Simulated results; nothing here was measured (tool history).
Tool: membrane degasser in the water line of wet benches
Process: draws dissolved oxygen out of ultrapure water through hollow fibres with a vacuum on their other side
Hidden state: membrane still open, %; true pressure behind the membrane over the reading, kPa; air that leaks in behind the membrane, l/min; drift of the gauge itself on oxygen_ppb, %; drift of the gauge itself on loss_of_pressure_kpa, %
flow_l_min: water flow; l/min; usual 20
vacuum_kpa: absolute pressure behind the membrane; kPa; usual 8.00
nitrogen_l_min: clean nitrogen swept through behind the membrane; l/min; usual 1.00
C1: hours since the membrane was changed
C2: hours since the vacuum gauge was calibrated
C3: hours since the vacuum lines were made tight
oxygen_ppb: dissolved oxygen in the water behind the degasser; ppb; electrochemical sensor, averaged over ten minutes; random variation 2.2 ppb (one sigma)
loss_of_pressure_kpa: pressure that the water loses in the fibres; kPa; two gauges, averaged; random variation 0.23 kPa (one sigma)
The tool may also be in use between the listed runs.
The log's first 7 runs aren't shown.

{"run": 8, "hour": 626.4, "flow_l_min": 20, "vacuum_kpa": 5.44, "nitrogen_l_min": 1.0, "C1": 3705, "C2": 3141, "C3": 1618, "oxygen_ppb": 111.7, "loss_of_pressure_kpa": 59.81}
{"run": 9, "hour": 678.5, "flow_l_min": 20, "vacuum_kpa": 5.44, "nitrogen_l_min": 1.0, "C1": 3757, "C2": 3193, "C3": 1670, "oxygen_ppb": 110.9, "loss_of_pressure_kpa": 60.01}
{"run": 10, "hour": 758.5, "flow_l_min": 20, "vacuum_kpa": 5.77, "nitrogen_l_min": 1.0, "C1": 3837, "C2": 3273, "C3": 1750, "oxygen_ppb": 126.5, "loss_of_pressure_kpa": 59.58}
{"run": 11, "hour": 863.8, "flow_l_min": 20, "vacuum_kpa": 8.0, "nitrogen_l_min": 1.0, "C1": 3942, "C2": 3378, "C3": 1855, "oxygen_ppb": 219.3, "loss_of_pressure_kpa": 59.8}
{"run": 12, "hour": 935.2, "flow_l_min": 20, "vacuum_kpa": 8.0, "nitrogen_l_min": 1.0, "C1": 4013, "C2": 3449, "C3": 1926, "oxygen_ppb": 221.0, "loss_of_pressure_kpa": 59.35}
{"run": 13, "hour": 993.7, "flow_l_min": 20, "vacuum_kpa": 8.0, "nitrogen_l_min": 1.0, "C1": 4072, "C2": 3508, "C3": 1985, "oxygen_ppb": 222.4, "loss_of_pressure_kpa": 59.95}
{"run": 14, "hour": 1079.0, "flow_l_min": 20, "vacuum_kpa": 8.0, "nitrogen_l_min": 1.0, "C1": 4157, "C2": 3593, "C3": 2070, "oxygen_ppb": 218.9, "loss_of_pressure_kpa": 59.76}
{"run": 15, "hour": 1198.7, "flow_l_min": 20, "vacuum_kpa": 8.0, "nitrogen_l_min": 1.0, "C1": 4277, "C2": 3713, "C3": 2190, "oxygen_ppb": 223.1, "loss_of_pressure_kpa": 59.92}
{"run": 16, "hour": 1312.2, "flow_l_min": 20, "vacuum_kpa": 8.0, "nitrogen_l_min": 1.0, "C1": 4390, "C2": 3826, "C3": 2303, "oxygen_ppb": 221.3, "loss_of_pressure_kpa": 59.45}
{"run": 17, "hour": 1390.7, "flow_l_min": 14, "vacuum_kpa": 6.39, "nitrogen_l_min": 0.63, "C1": 4469, "C2": 3905, "C3": 2382, "oxygen_ppb": 160.1, "loss_of_pressure_kpa": 41.09}
{"run": 18, "hour": 1505.6, "flow_l_min": 19, "vacuum_kpa": 6.39, "nitrogen_l_min": 0.82, "C1": 4584, "C2": 4020, "C3": 2497, "oxygen_ppb": 170.0, "loss_of_pressure_kpa": 56.71}
{"run": 19, "hour": 1571.7, "flow_l_min": 25, "vacuum_kpa": 8.0, "nitrogen_l_min": 0.72, "C1": 4650, "C2": 4086, "C3": 2563, "oxygen_ppb": 355.9, "loss_of_pressure_kpa": 74.24}
{"run": 20, "hour": 1658.7, "flow_l_min": 23, "vacuum_kpa": 7.31, "nitrogen_l_min": 1.68, "C1": 4737, "C2": 4173, "C3": 2650, "oxygen_ppb": 146.1, "loss_of_pressure_kpa": 68.42}
{"run": 21, "hour": 1718.3, "flow_l_min": 23, "vacuum_kpa": 7.31, "nitrogen_l_min": 1.68, "C1": 4796, "C2": 4233, "C3": 2709, "oxygen_ppb": 148.1, "loss_of_pressure_kpa": 67.72}
{"run": 22, "hour": 1836.8, "flow_l_min": 23, "vacuum_kpa": 7.31, "nitrogen_l_min": 1.68, "C1": 4915, "C2": 4351, "C3": 2828, "oxygen_ppb": 148.7, "loss_of_pressure_kpa": 68.37}
{"run": 23, "hour": 1948.3, "flow_l_min": 20, "vacuum_kpa": 17.09, "nitrogen_l_min": 0.61, "C1": 5026, "C2": 4463, "C3": 2939, "oxygen_ppb": 883.6, "loss_of_pressure_kpa": 59.52}
{"run": 24, "hour": 2017.3, "flow_l_min": 15, "vacuum_kpa": 6.86, "nitrogen_l_min": 0.47, "C1": 5095, "C2": 4532, "C3": 3008, "oxygen_ppb": 239.7, "loss_of_pressure_kpa": 44.1}
{"run": 25, "hour": 2091.3, "flow_l_min": 15, "vacuum_kpa": 6.86, "nitrogen_l_min": 0.47, "C1": 5169, "C2": 4606, "C3": 3082, "oxygen_ppb": 241.2, "loss_of_pressure_kpa": 44.54}
{"run": 26, "hour": 2188.2, "flow_l_min": 15, "vacuum_kpa": 6.86, "nitrogen_l_min": 0.47, "C1": 5266, "C2": 4702, "C3": 3179, "oxygen_ppb": 244.3, "loss_of_pressure_kpa": 44.03}
{"run": 27, "hour": 2243.8, "flow_l_min": 15, "vacuum_kpa": 11.34, "nitrogen_l_min": 1.41, "C1": 5322, "C2": 4758, "C3": 3235, "oxygen_ppb": 205.5, "loss_of_pressure_kpa": 44.44}
{"hour": 2274.8, "done": "gauge calibrated"}
{"run": 28, "hour": 2316.4, "flow_l_min": 15, "vacuum_kpa": 11.34, "nitrogen_l_min": 1.41, "C1": 5395, "C2": 4831, "C3": 3308, "oxygen_ppb": 210.0, "loss_of_pressure_kpa": 44.96}
{"run": 29, "hour": 2430.6, "flow_l_min": 15, "vacuum_kpa": 11.34, "nitrogen_l_min": 0.65, "C1": 5509, "C2": 4945, "C3": 3422, "oxygen_ppb": 398.9, "loss_of_pressure_kpa": 45.27}
{"run": 30, "hour": 2480.8, "flow_l_min": 15, "vacuum_kpa": 11.34, "nitrogen_l_min": 0.65, "C1": 5559, "C2": 4995, "C3": 3472, "oxygen_ppb": 396.7, "loss_of_pressure_kpa": 45.52}
{"run": 31, "hour": 2550.1, "flow_l_min": 29, "vacuum_kpa": 11.34, "nitrogen_l_min": 1.78, "C1": 5628, "C2": 5064, "C3": 3541, "oxygen_ppb": 325.6, "loss_of_pressure_kpa": 87.3}
{"run": 32, "hour": 2632.1, "flow_l_min": 22, "vacuum_kpa": 5.46, "nitrogen_l_min": 0.61, "C1": 5710, "C2": 5146, "C3": 3623, "oxygen_ppb": 180.9, "loss_of_pressure_kpa": 66.26}

Forecast each of these 3 alternatives for the next run:
{"run": "A", "hour": 2752.4, "flow_l_min": 13, "vacuum_kpa": 8.29, "nitrogen_l_min": 1.66, "C1": 5831, "C2": 5267, "C3": 3743, "oxygen_ppb": "?", "loss_of_pressure_kpa": "?"}
{"run": "B", "hour": 2752.4, "flow_l_min": 28, "vacuum_kpa": 8.28, "nitrogen_l_min": 2.65, "C1": 5831, "C2": 5267, "C3": 3743, "oxygen_ppb": "?", "loss_of_pressure_kpa": "?"}
{"run": "C", "hour": 2752.4, "flow_l_min": 20, "vacuum_kpa": 16.41, "nitrogen_l_min": 1.0, "C1": 5831, "C2": 5267, "C3": 3743, "oxygen_ppb": "?", "loss_of_pressure_kpa": "?"}

run=A oxygen_ppb=97.3 loss_of_pressure_kpa=38.79
run=B oxygen_ppb=156.8 loss_of_pressure_kpa=83.77
run=C oxygen_ppb=551.7 loss_of_pressure_kpa=59.93
Without the tool's hidden state the same runs would have given:
run=A oxygen_ppb=97.2 loss_of_pressure_kpa=38.95
run=B oxygen_ppb=156.7 loss_of_pressure_kpa=84.13
run=C oxygen_ppb=551.5 loss_of_pressure_kpa=60.19

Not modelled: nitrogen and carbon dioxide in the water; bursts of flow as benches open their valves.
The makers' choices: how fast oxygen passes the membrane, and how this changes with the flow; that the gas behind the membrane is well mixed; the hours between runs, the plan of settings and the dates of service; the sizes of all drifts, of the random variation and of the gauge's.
